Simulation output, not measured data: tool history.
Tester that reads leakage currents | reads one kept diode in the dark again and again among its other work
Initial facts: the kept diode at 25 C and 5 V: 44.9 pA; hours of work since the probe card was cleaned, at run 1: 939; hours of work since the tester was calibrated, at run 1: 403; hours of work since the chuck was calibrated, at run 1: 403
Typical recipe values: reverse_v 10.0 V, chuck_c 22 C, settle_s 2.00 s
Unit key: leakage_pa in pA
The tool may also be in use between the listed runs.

run	hour	reverse_v	chuck_c	settle_s	hours of work since the probe card was cleaned	hours of work since the tester was calibrated	hours of work since the chuck was calibrated	leakage_pa
1	0.0	10.0	22	2.00	939	403	403	51.19
2	161.9	10.0	22	2.00	1062	526	526	50.79
3	291.3	2.0	22	2.00	1160	624	624	23.48
4	432.2	1.3	22	2.00	1267	731	731	19.08
5	576.2	7.2	22	2.00	1376	841	841	43.71
6	674.1	7.2	22	2.00	1451	915	915	43.72
7	766.6	7.2	22	2.00	1521	985	985	43.47
8	913.8	7.2	22	2.00	1633	1097	1097	43.53
9	1042.9	7.2	22	2.00	1731	1195	1195	43.59
10	1163.2	7.2	22	2.00	1822	1286	1286	43.52
11	1307.8	7.2	22	2.00	1932	1396	1396	43.44
12	1459.6	7.2	22	2.00	2047	1512	1512	43.64
13	1602.0	7.2	22	2.00	2155	1620	1620	43.64
14	1688.6	7.2	22	2.00	2221	1685	1685	43.53
15	1852.8	10.9	22	2.00	2346	1810	1810	53.31
16	1920.3	1.5	22	2.00	2397	1861	1861	20.41
17	2030.2	1.5	22	2.00	2480	1945	1945	20.45
# hour 2102.4: chuck's temperature calibrated
18	2171.0	10.0	22	2.00	2586	2050	52	51.46
19	2248.8	10.0	58	2.86	2645	2109	111	559.92
20	2413.2	10.0	58	2.86	2770	2234	236	564.01
21	2551.3	1.6	25	2.00	2874	2339	341	26.39
22	2630.2	10.0	38	1.02	2934	2399	401	159.78
23	2791.1	1.1	22	0.32	3057	2521	523	18.29
24	2904.8	2.5	26	1.43	3143	2607	609	35.22
25	3000.7	1.2	55	6.58	3216	2680	682	171.52
26	3107.2	11.6	22	2.00	3297	2761	763	54.99
27	3189.7	1.8	21	4.23	3359	2824	826	20.78
28	3293.1	1.8	41	4.23	3438	2902	904	84.56
# hour 3329.5: probe card cleaned and baked
29	3397.5	10.0	34	2.00	52	2979	981	120.57
30	3488.4	10.0	34	2.00	121	3048	1050	120.10
31	3597.1	10.0	34	2.00	203	3131	1133	120.45
32	3702.0	4.8	34	7.10	283	3211	1212	84.24
33	3853.3	2.6	30	1.27	398	3325	1327	47.93
34	4005.5	10.0	49	2.00	513	3441	1443	321.40
35	4123.4	10.0	49	2.00	603	3531	1532	324.81

Results for each run, recomputed without the tool's hidden state and with each run's random variation untouched:
The tool's hidden condition here consists of: stray current of the dirty probe card, pA a volt; current scale over the true one, %; true chuck temperature over the reading, C; drift of the gauge itself on leakage_pa, %.
run	leakage_pa
1	51.19
2	50.79
3	23.49
4	19.09
5	43.72
6	43.73
7	43.48
8	43.54
9	43.60
10	43.53
11	43.46
12	43.66
13	43.66
14	43.56
15	53.32
16	20.43
17	20.48
18	51.38
19	559.82
20	563.96
21	26.38
22	159.73
23	18.28
24	35.21
25	171.57
26	54.91
27	20.78
28	84.59
29	120.65
30	120.18
31	120.54
32	84.31
33	47.97
34	321.68
35	325.11
